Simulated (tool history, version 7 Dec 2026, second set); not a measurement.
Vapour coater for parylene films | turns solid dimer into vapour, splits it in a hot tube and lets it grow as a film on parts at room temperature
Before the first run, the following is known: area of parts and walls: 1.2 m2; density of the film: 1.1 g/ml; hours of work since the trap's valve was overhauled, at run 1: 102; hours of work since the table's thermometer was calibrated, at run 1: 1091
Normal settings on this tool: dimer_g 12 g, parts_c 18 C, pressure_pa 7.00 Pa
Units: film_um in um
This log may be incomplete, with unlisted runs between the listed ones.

run,hour,dimer_g,parts_c,pressure_pa,hours of work since the trap's valve was overhauled,hours of work since the table's thermometer was calibrated,film_um
1,0.0,12,18,7.00,102,1091,5.72
2,34.6,12,18,7.00,131,1120,5.54
3,99.5,12,18,7.00,185,1174,5.40
4,163.7,12,18,7.00,239,1228,5.38
5,200.7,12,18,7.00,270,1259,5.38
6,239.4,12,10,7.00,303,1292,6.49
7,271.9,12,18,7.00,330,1319,5.32
8,305.4,12,18,7.00,358,1347,5.31
9,345.6,12,18,2.15,392,1381,6.79
10,390.0,12,18,2.15,429,1418,6.87
11,452.3,7,18,7.00,482,1471,2.94
# hour 480.6: trap's valve overhauled
12,496.4,12,18,4.80,13,1504,5.16
13,532.4,12,18,7.00,43,1534,4.69
14,584.3,12,18,2.14,87,1578,6.22
15,636.7,12,24,7.00,131,1622,4.04
16,673.6,12,24,7.00,162,1653,3.86
17,734.8,12,24,7.00,213,1704,3.90
18,775.7,12,24,7.00,248,1739,3.79
19,817.3,12,17,7.00,283,1774,4.50
20,848.4,12,12,7.00,309,1800,4.93
# hour 866.8: trap's valve overhauled, once more
21,912.6,12,20,7.00,38,1850,5.48
22,952.8,12,20,7.00,72,1884,5.33
23,991.7,7,18,7.00,105,1917,3.21
24,1027.4,12,18,8.32,135,1947,5.24
25,1057.1,10,18,6.89,160,1972,4.55
26,1088.2,11,18,7.00,186,1998,4.90
27,1145.0,12,11,3.88,234,2045,7.33
28,1180.1,12,11,3.88,263,2075,7.17
29,1219.4,10,18,2.52,296,2108,5.59
# hour 1266.6: table's thermometer calibrated
30,1282.8,13,23,6.38,348,14,5.18
31,1333.6,6,22,3.07,391,56,2.90
32,1393.1,5,18,2.00,441,106,2.94
33,1435.3,16,16,7.00,476,142,7.15
# hour 1471.1: trap's valve overhauled
34,1489.7,7,18,7.00,16,184,3.39
35,1552.1,8,24,7.00,68,236,3.29
36,1613.8,19,27,9.00,120,288,6.63
37,1656.3,12,27,7.96,156,324,4.32
38,1705.8,20,19,2.46,197,365,11.65
39,1763.1,6,13,5.09,245,413,3.29
40,1803.7,6,13,5.09,279,448,3.31
41,1861.3,8,12,7.00,328,496,4.06
42,1893.2,11,27,5.20,354,523,4.18
43,1922.3,11,27,5.20,379,547,4.18
44,1969.8,11,27,5.20,419,587,4.09
45,2012.1,12,10,7.00,454,622,6.24
46,2047.5,12,18,8.11,484,652,4.85

What if the next run were any one of these 4? Each begins from the tool's condition after run 46:
# hour 2076.6: trap's valve overhauled
A,2087.4,9,22,7.00,9,682,?
# hour 2076.6: trap's valve overhauled
B,2087.4,15,18,8.11,9,682,?
# hour 2076.6: trap's valve overhauled
C,2087.4,9,27,2.12,9,682,?
# hour 2076.6: trap's valve overhauled
D,2087.4,11,18,4.39,9,682,?

run,film_um
A,3.96
B,6.97
C,4.60
D,5.85
Take away the tool's hidden state, keep each run's random variation, and the runs would have read:
run,film_um
A,4.03
B,7.10
C,4.69
D,5.96
